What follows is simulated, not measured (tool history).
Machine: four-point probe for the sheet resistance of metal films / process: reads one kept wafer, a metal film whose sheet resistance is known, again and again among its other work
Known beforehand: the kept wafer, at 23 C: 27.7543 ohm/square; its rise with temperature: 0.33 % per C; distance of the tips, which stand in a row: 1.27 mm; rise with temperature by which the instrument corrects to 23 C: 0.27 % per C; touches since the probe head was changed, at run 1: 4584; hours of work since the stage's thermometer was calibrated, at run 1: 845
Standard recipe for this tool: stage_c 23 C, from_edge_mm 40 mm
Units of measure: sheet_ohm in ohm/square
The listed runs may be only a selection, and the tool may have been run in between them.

run   hour  stage_c  from_edge_mm  touches since the probe head was changed  hours of work since the stage's thermometer was calibrated  sheet_ohm
  1    0.0       23            40                                      4584                                                         845  27.968753
  2   19.7       23            40                                      4820                                                         854  27.972610
  3   37.0       23            40                                      5026                                                         861  27.975338
  4   49.4       24            40                                      5175                                                         867  27.988932
  5   68.9       27            40                                      5408                                                         876  28.036101
  6   85.7       23             7                                      5609                                                         883  28.442961
  7  106.7       23            40                                      5860                                                         893  27.981415
  8  120.0       23            40                                      6019                                                         899  27.972587
  9  141.8       23            40                                      6279                                                         909  27.967422
 10  159.5       23            40                                      6491                                                         917  27.971068
 11  180.5       23            40                                      6741                                                         926  27.978510
 12  199.1       23            40                                      6964                                                         934  27.965797
 13  213.4       23            40                                      7135                                                         941  27.963115
 14  228.1       23            40                                      7311                                                         947  27.973278
 15  245.4       30            40                                      7517                                                         955  28.077145
 16  257.2       30            40                                      7659                                                         960  28.076775
 17  279.6       30            40                                      7926                                                         970  28.079989
 18  299.4       30            40                                      8163                                                         979  28.067961
 19  311.2       28            40                                      8304                                                         985  28.046898
 20  320.8       23            22                                      8418                                                         989  27.997693
 21  341.4       23            22                                      8665                                                         998  28.005981
 22  356.0       31            40                                      8839                                                        1005  28.073919
 23  370.4       23            16                                      9012                                                        1011  28.043363
 24  381.8       33            48                                      9148                                                        1016  28.116676
 25  400.4       24            42                                      9370                                                        1025  27.988164
 26  418.1       22             7                                      9582                                                        1033  28.429796
 27  435.0       24             9                                      9784                                                        1040  28.259984
 28  452.6       24             9                                      9994                                                        1048  28.258860
 29  463.3       18             9                                     10122                                                        1053  28.174208
 30  482.9       25             4                                     10357                                                        1062  29.420424
 31  498.3       25            17                                     10540                                                        1069  28.059426
 32  513.5       18            12                                     10722                                                        1076  28.039321
 33  528.3       18            12                                     10899                                                        1082  28.034014
 34  550.8       26            55                                     11168                                                        1092  28.008322
 35  570.2       29             3                                     11400                                                        1101  30.480079
 36  581.6       29             3                                     11537                                                        1106  30.490228
 37  602.5       29             3                                     11786                                                        1116  30.479723
 38  615.4       20            16                                     11940                                                        1121  27.983286

What does the tool deliver on the next run?
 39  631.6       32            13                                     12134                                                        1129          ?

{"run 39": {"sheet_ohm": 28.2334}}
With the hidden condition absent and the run-to-run variation left alone, this run would have shown sheet_ohm 28.039291 ohm/square.

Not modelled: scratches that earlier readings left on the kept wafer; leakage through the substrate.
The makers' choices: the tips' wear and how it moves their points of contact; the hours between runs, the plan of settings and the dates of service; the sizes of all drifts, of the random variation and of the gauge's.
